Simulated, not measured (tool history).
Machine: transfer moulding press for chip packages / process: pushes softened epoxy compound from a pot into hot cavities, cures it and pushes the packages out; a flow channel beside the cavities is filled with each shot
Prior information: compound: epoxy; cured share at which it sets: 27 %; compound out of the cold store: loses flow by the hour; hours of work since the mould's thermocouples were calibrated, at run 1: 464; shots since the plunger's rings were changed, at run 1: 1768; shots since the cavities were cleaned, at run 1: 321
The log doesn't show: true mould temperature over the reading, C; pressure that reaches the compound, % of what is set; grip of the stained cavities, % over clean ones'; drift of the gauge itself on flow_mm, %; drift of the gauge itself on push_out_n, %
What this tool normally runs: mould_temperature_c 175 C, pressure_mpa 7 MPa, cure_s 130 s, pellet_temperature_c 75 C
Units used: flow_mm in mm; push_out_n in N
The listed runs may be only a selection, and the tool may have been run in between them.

| run | hour | mould_temperature_c | pressure_mpa | cure_s | pellet_temperature_c | hours of work since the mould's thermocouples were calibrated | shots since the plunger's rings were changed | shots since the cavities were cleaned | incoming compound's hours out of the cold store | flow_mm | push_out_n |
|---|---|---|---|---|---|---|---|---|---|---|---|
| 1 | 0 | 175 | 7 | 130 | 75 | 464 | 1768 | 321 | 11.8 | 551 | 608 |
| 2 | 37.5 | 175 | 7 | 133 | 75 | 489 | 2160 | 713 | 45.1 | 456 | 673 |
|  | 41.4 | cavities cleaned with cleaning compound and waxed |
| 3 | 74.3 | 175 | 7 | 133 | 75 | 513 | 2528 | 344 | 30.5 | 494 | 782 |
| 4 | 94.8 | 175 | 7 | 133 | 75 | 526 | 2742 | 558 | 29.4 | 491 | 775 |
|  | 115 | cavities cleaned with cleaning compound and waxed |
| 5 | 129.9 | 175 | 7 | 133 | 75 | 549 | 3093 | 155 | 14 | 532 | 510 |
| 6 | 156.6 | 175 | 5.88 | 130 | 75 | 567 | 3371 | 433 | 33.6 | 432 | 650 |
| 7 | 176.7 | 175 | 5.88 | 130 | 75 | 580 | 3582 | 644 | 27.3 | 442 | 707 |
|  | 188.1 | cavities cleaned with cleaning compound and waxed |
|  | 212 | mould's thermocouples calibrated |
| 8 | 223.6 | 175 | 5.88 | 130 | 75 | 8 | 4035 | 351 | 35.9 | 424 | 629 |
|  | 261.1 | cavities cleaned with cleaning compound and waxed |
| 9 | 263.5 | 175 | 5.88 | 130 | 75 | 34 | 4435 | 25 | 32.6 | 427 | 393 |
|  | 296.4 | plunger's sealing rings changed |
| 10 | 301.2 | 175 | 5.88 | 130 | 75 | 57 | 50 | 393 | 27.1 | 477 | 654 |
|  | 330 | cavities cleaned with cleaning compound and waxed, once more |
| 11 | 332.6 | 175 | 5.88 | 130 | 75 | 77 | 363 | 28 | 24.8 | 482 | 416 |
| 12 | 355 | 175 | 5.88 | 130 | 75 | 93 | 597 | 262 | 46.8 | 425 | 596 |
| 13 | 399.2 | 175 | 7 | 131 | 75 | 122 | 1058 | 723 | 43.3 | 477 | 714 |
|  | 404.2 | cavities cleaned with cleaning compound and waxed |
| 14 | 434.8 | 175 | 6.48 | 130 | 75 | 145 | 1414 | 319 | 15 | 523 | 641 |
|  | 475.5 | cavities cleaned with cleaning compound and waxed |
| 15 | 477.4 | 181 | 7 | 130 | 68 | 173 | 1843 | 20 | 24.5 | 505 | 321 |
| 16 | 501 | 171 | 7 | 130 | 71 | 189 | 2090 | 267 | 13.2 | 554 | 778 |
| 17 | 540.4 | 175 | 5.54 | 147 | 75 | 215 | 2501 | 678 | 22.4 | 456 | 636 |
|  | 548 | cavities cleaned with cleaning compound and waxed |
| 18 | 577.7 | 181 | 7 | 153 | 82 | 239 | 2874 | 310 | 38.9 | 460 | 459 |
| 19 | 609.7 | 175 | 7.45 | 143 | 75 | 261 | 3209 | 645 | 31.3 | 501 | 631 |
|  | 620.9 | cavities cleaned with cleaning compound and waxed |
| 20 | 639 | 180 | 5.98 | 151 | 71 | 280 | 3499 | 189 | 41 | 405 | 404 |
| 21 | 675 | 170 | 7 | 130 | 75 | 304 | 3875 | 565 | 32.9 | 477 | 929 |
|  | 691.8 | cavities cleaned with cleaning compound and waxed |
| 22 | 716.8 | 170 | 7 | 130 | 75 | 331 | 4296 | 261 | 27.9 | 486 | 787 |
| 23 | 752.1 | 175 | 6.56 | 136 | 75 | 355 | 4664 | 629 | 8.6 | 509 | 675 |
|  | 762.2 | plunger's sealing rings changed |
|  | 767.7 | cavities cleaned with cleaning compound and waxed |
| 24 | 784.9 | 175 | 6.56 | 136 | 75 | 374 | 221 | 179 | 30.9 | 491 | 490 |
| 25 | 827.8 | 173 | 7 | 130 | 75 | 403 | 669 | 627 | 11.1 | 572 | 820 |
|  | 841.1 | cavities cleaned with cleaning compound and waxed |
| 26 | 871.9 | 173 | 7 | 130 | 75 | 431 | 1114 | 321 | 25.1 | 518 | 705 |
| 27 | 896.8 | 173 | 7 | 130 | 75 | 448 | 1374 | 581 | 28.3 | 513 | 765 |
|  | 912 | cavities cleaned with cleaning compound and waxed |
| 28 | 946.2 | 175 | 7 | 152 | 68 | 480 | 1874 | 357 | 8.4 | 555 | 537 |

Branching from run 28: 3 alternative next runs. What would each branch give?
| A | 979.8 | 170 | 7 | 152 | 68 | 503 | 2225 | 708 | 41.4 | ? | ? |
| B | 979.8 | 176 | 7 | 152 | 68 | 503 | 2225 | 708 | 18.3 | ? | ? |
| C | 979.8 | 175 | 7 | 152 | 69 | 503 | 2225 | 708 | 19.8 | ? | ? |

| run | flow_mm | push_out_n |
|---|---|---|
| A | 474 | 719 |
| B | 530 | 590 |
| C | 520 | 629 |
Without the tool's hidden state the same runs would have given:
| run | flow_mm | push_out_n |
|---|---|---|
| A | 496 | 366 |
| B | 554 | 293 |
| C | 545 | 312 |

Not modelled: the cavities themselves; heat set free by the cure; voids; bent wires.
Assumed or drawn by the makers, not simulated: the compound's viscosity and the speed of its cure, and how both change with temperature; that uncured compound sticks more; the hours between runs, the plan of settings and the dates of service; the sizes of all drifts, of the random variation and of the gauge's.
